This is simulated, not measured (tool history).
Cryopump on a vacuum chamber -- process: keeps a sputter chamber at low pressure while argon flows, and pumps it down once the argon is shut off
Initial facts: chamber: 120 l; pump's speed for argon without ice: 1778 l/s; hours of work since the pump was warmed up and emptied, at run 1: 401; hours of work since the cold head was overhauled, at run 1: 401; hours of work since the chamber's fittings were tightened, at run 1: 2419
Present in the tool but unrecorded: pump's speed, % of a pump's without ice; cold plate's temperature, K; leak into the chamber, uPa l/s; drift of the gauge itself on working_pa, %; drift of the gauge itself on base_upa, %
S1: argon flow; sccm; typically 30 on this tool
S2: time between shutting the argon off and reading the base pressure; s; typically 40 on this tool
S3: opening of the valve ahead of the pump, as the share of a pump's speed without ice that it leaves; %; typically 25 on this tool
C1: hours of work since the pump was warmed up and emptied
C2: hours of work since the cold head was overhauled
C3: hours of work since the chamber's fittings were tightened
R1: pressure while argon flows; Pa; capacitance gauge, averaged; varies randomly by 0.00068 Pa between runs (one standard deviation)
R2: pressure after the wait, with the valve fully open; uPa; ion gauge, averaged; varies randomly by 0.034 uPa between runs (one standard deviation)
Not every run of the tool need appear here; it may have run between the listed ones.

run	hour	S1	S2	S3	C1	C2	C3	R1	R2
1	0	30	40	25	401	401	2419	0.1201	4.58
2	12.7	30	40	25	411	411	2429	0.1189	4.47
3	27.4	37	40	25	423	423	2441	0.1484	4.49
4	46.4	37	40	25	438	438	2456	0.1473	4.53
5	60.3	37	40	25	449	449	2468	0.1485	4.58
6	73.4	37	40	25	460	460	2478	0.1487	4.59
7	83.5	37	40	25	468	468	2486	0.1498	4.71
8	98.3	37	40	25	480	480	2498	0.1501	4.68
9	108.8	37	40	25	488	488	2507	0.1493	4.72
10	127.1	30	40	25	503	503	2521	0.1209	4.74
# hour 153.3: leaking fittings of the chamber tightened, without venting
11	153.3	30	40	25	522	522	0	0.1214	1.9
12	175.9	30	40	25	540	540	18	0.1222	1.91
13	197.4	30	40	25	558	558	35	0.1229	1.91
14	209.1	30	40	25	567	567	45	0.1224	1.99
15	226.5	30	40	25	581	581	59	0.1226	1.94
16	239.7	38	63	25	592	592	69	0.1554	1.37
17	262.9	30	126	26	610	610	88	0.1194	0.87
18	285.3	58	24	26	628	628	106	0.2311	3.21
19	296.4	41	71	24	637	637	115	0.1762	1.31
20	310.3	25	41	28	648	648	126	0.0936	2.05
21	331.8	25	41	28	666	666	144	0.0936	2.02

Entry by entry between the runs, the difference in hidden state between the last listed run before and the first listed run after:
After run 10, before run 11: leaking fittings of the chamber tightened, without venting (hour 153.3)
  pump's speed, % of a pump's without ice: 80.8 -> 80; cold plate's temperature, K: 12.59 -> 12.6; leak into the chamber, uPa l/s: 4284 -> 310
  difference, measured minus the result without the unlogged condition, R1: +0.0072 -> +0.0076 Pa; R2: +2.87 -> +0.05 uPa
